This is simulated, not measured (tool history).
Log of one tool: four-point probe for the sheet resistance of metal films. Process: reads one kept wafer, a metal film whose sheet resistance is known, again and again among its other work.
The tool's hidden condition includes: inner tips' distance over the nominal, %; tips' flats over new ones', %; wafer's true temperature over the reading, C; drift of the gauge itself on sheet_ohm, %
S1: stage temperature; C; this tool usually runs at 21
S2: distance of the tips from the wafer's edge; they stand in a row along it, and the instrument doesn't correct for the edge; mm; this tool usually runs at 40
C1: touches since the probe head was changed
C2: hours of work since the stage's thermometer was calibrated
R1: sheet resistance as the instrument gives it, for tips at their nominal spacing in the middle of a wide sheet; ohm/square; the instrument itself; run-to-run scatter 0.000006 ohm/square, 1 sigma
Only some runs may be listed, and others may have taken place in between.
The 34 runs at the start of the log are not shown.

run    hour  S1  S2      C1   C2        R1
 35  1243.8  20  22   99056  425  0.030288
 36  1294.8  32  34  101310  456   0.03025
 37  1336.5  20  40  103150  482   0.03026
 38  1366.3  24   5  104466  500  0.031262
 39    1395  21  12  105731  518  0.030428
 40  1431.6  19   8  107347  541   0.03065
 41  1478.8  19   8  109432  570  0.030658
 42  1511.2  18   7  110864  590  0.030786
 43  1536.6  23   7  111985  605   0.03078
 44  1561.7  26  65  113094  621   0.03025

Forecast each of these 3 alternatives for the next run:
  A  1609.7  20  65  115210  650   ?
  B  1609.7  23   4  115210  650   ?
  C  1609.7  32  17  115210  650   ?

run        R1
  A  0.030261
  B    0.0318
  C   0.03034
Had the tool no hidden state, the same runs would have come out as:
run        R1
  A  0.030103
  B  0.031635
  C  0.030181
